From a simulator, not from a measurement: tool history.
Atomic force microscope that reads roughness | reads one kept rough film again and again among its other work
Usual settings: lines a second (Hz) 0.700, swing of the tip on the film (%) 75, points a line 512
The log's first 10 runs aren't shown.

run,hour,lines a second (Hz),swing of the tip on the film (%),points a line,pictures with this tip,hours of work since the height scale was calibrated,roughness of the kept film (nm (root mean square))
11,143.3,0.700,70,512,269,485,2.623
12,152.0,3.829,75,512,281,490,2.317
# hour 165.9: new tip fitted
13,168.5,3.829,75,512,3,500,2.318
14,186.6,0.700,75,512,28,512,2.596
15,199.0,0.700,75,512,45,519,2.621
16,214.8,0.700,75,512,67,529,2.609
17,226.8,1.658,75,709,84,537,2.486
18,236.0,1.577,60,709,96,543,2.601
19,249.2,0.954,71,709,115,551,2.597
20,264.7,2.528,59,709,136,561,2.563
21,278.4,0.700,75,336,155,569,2.599
22,286.0,0.700,72,368,165,574,2.609
23,304.4,0.700,89,368,191,585,2.507
24,313.8,0.700,89,368,204,591,2.523
25,329.4,0.700,74,271,225,601,2.616
26,345.3,0.700,84,271,247,611,2.558
27,358.2,0.895,81,678,265,619,2.551
28,368.9,1.506,75,512,280,626,2.507
# hour 384.6: new tip fitted
29,386.7,1.506,75,512,2,637,2.521
30,395.6,0.700,57,512,15,642,2.654
31,406.5,0.700,57,512,30,649,2.663

Forecast each of these 5 alternatives for the next run:
A,423.2,1.806,72,819,53,660,?
B,423.2,0.700,75,616,53,660,?
C,423.2,1.079,57,512,53,660,?
D,423.2,1.907,57,308,53,660,?
E,423.2,2.573,75,265,53,660,?

run,roughness of the kept film (nm (root mean square))
A,2.518
B,2.592
C,2.636
D,2.594
E,2.391
Without the tool's hidden state the same runs would have given:
run,roughness of the kept film (nm (root mean square))
A,2.519
B,2.592
C,2.636
D,2.594
E,2.392

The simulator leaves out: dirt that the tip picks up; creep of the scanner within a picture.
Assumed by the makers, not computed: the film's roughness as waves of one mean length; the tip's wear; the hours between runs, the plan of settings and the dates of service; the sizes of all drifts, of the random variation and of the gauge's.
